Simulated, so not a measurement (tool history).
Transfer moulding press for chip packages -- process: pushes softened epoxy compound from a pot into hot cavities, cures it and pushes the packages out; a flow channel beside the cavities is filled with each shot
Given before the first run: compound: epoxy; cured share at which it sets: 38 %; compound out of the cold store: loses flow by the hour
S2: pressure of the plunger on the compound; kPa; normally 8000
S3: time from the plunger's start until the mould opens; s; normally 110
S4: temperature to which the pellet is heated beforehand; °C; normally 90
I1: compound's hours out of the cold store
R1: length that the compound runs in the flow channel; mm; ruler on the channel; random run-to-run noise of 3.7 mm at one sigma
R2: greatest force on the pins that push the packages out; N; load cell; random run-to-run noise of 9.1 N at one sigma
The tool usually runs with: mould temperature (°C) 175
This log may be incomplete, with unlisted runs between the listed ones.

Run 1, hour 0: usual settings; I1 8.6. Result: R1 695 mm, R2 883 N.
At hour 5.1: cavities cleaned with cleaning compound and waxed.
Run 2, hour 23.8: usual settings; I1 37.6. Result: R1 636 mm, R2 539 N.
At hour 28.7: plunger's sealing rings changed.
Run 3, hour 61.3: usual settings; I1 17.3. Result: R1 709 mm, R2 732 N.
Run 4, hour 89.7: usual settings; I1 46.2. Result: R1 646 mm, R2 802 N.
At hour 108.6: cavities cleaned with cleaning compound and waxed.
Run 5, hour 117.8: usual settings; I1 35.9. Result: R1 662 mm, R2 489 N.
Run 6, hour 150.9: usual settings; I1 9.3. Result: R1 728 mm, R2 727 N.
Run 7, hour 184.9: usual settings; I1 17.2. Result: R1 707 mm, R2 833 N.
At hour 207.8: cavities cleaned with cleaning compound and waxed.
Run 8, hour 212.9: usual settings but mould temperature (°C) 181; I1 37.3. Result: R1 651 mm, R2 357 N.
Run 9, hour 242.9: usual settings but mould temperature (°C) 182; I1 41. Result: R1 627 mm, R2 489 N.
Run 10, hour 261.3: usual settings but mould temperature (°C) 182; I1 41.4. Result: R1 642 mm, R2 525 N.
Run 11, hour 278.5: usual settings but mould temperature (°C) 182; I1 15.3. Result: R1 692 mm, R2 592 N.
Run 12, hour 299.1: usual settings but mould temperature (°C) 182; I1 34.7. Result: R1 646 mm, R2 625 N.
At hour 307.6: cavities cleaned with cleaning compound and waxed.
Run 13, hour 339.4: usual settings but mould temperature (°C) 182; I1 10.8. Result: R1 700 mm, R2 464 N.
Run 14, hour 370.1: usual settings but S2 9940 kPa; I1 44.9. Result: R1 704 mm, R2 690 N.
Run 15, hour 403.7: usual settings but mould temperature (°C) 179, S2 6850 kPa; I1 41.2. Result: R1 578 mm, R2 672 N.
At hour 407.5: cavities cleaned with cleaning compound and waxed.
Run 16, hour 433.8: usual settings but S2 6370 kPa; I1 27.2. Result: R1 587 mm, R2 600 N.
Run 17, hour 457.6: usual settings but S2 8260 kPa, S3 138 s, S4 93 °C; I1 30.7. Result: R1 657 mm, R2 541 N.
Run 18, hour 487.8: usual settings but S2 8260 kPa, S3 115 s, S4 93 °C; I1 26.5. Result: R1 672 mm, R2 749 N.
At hour 493: plunger's sealing rings changed.
At hour 509.3: cavities cleaned with cleaning compound and waxed.
Run 19, hour 511.2: usual settings but S2 6660 kPa, S3 137 s; I1 36.9. Result: R1 605 mm, R2 334 N.
Run 20, hour 537.4: usual settings but S2 6660 kPa, S3 137 s; I1 27.6. Result: R1 628 mm, R2 439 N.
Run 21, hour 556.4: usual settings but mould temperature (°C) 167, S2 6210 kPa, S3 100 s; I1 32.8. Result: R1 604 mm, R2 1402 N.
Run 22, hour 574.6: usual settings but mould temperature (°C) 167, S2 6210 kPa, S3 100 s; I1 10.3. Result: R1 655 mm, R2 1638 N.
At hour 609: cavities cleaned with cleaning compound and waxed.
Run 23, hour 609.1: usual settings but S2 7350 kPa, S3 112 s; I1 15.9. Result: R1 680 mm, R2 412 N.
Run 24, hour 634.3: usual settings but mould temperature (°C) 173, S2 9680 kPa, S3 119 s; I1 47.3. Result: R1 701 mm, R2 531 N.
Run 25, hour 671.5: usual settings but mould temperature (°C) 180, S2 6760 kPa, S4 84 °C; I1 42.4. Result: R1 585 mm, R2 599 N.
At hour 708.8: cavities cleaned with cleaning compound and waxed.
Run 26, hour 708.8: usual settings but mould temperature (°C) 173, S2 7270 kPa, S3 102 s, S4 93 °C; I1 17.6. Result: R1 666 mm, R2 527 N.
Run 27, hour 731.4: usual settings but mould temperature (°C) 174, S3 145 s, S4 87 °C; I1 24.3. Result: R1 675 mm, R2 420 N.
Run 28, hour 769: usual settings but mould temperature (°C) 174, S3 145 s, S4 87 °C; I1 26.9. Result: R1 671 mm, R2 542 N.

Below are 4 alternative next runs, each starting from the tool's condition after run 28. Predict each:
Run A, hour 803.8: usual settings but mould temperature (°C) 179, S3 145 s, S4 87 °C; I1 19.1. Result: R1 ?, R2 ?.
Run B, hour 803.8: usual settings but mould temperature (°C) 169, S2 8470 kPa; I1 17. Result: R1 ?, R2 ?.
Run C, hour 803.8: usual settings but mould temperature (°C) 176, S3 131 s, S4 97 °C; I1 16.3. Result: R1 ?, R2 ?.
Run D, hour 803.8: usual settings but mould temperature (°C) 174, S2 6600 kPa, S3 102 s, S4 88 °C; I1 36.3. Result: R1 ?, R2 ?.

run   R1    R2
  A  673   572
  B  717  1260
  C  682   636
  D  586   985
Take away the tool's hidden state, keep each run's random variation, and the runs would have read:
run   R1   R2
  A  700  283
  B  746  640
  C  710  320
  D  609  502
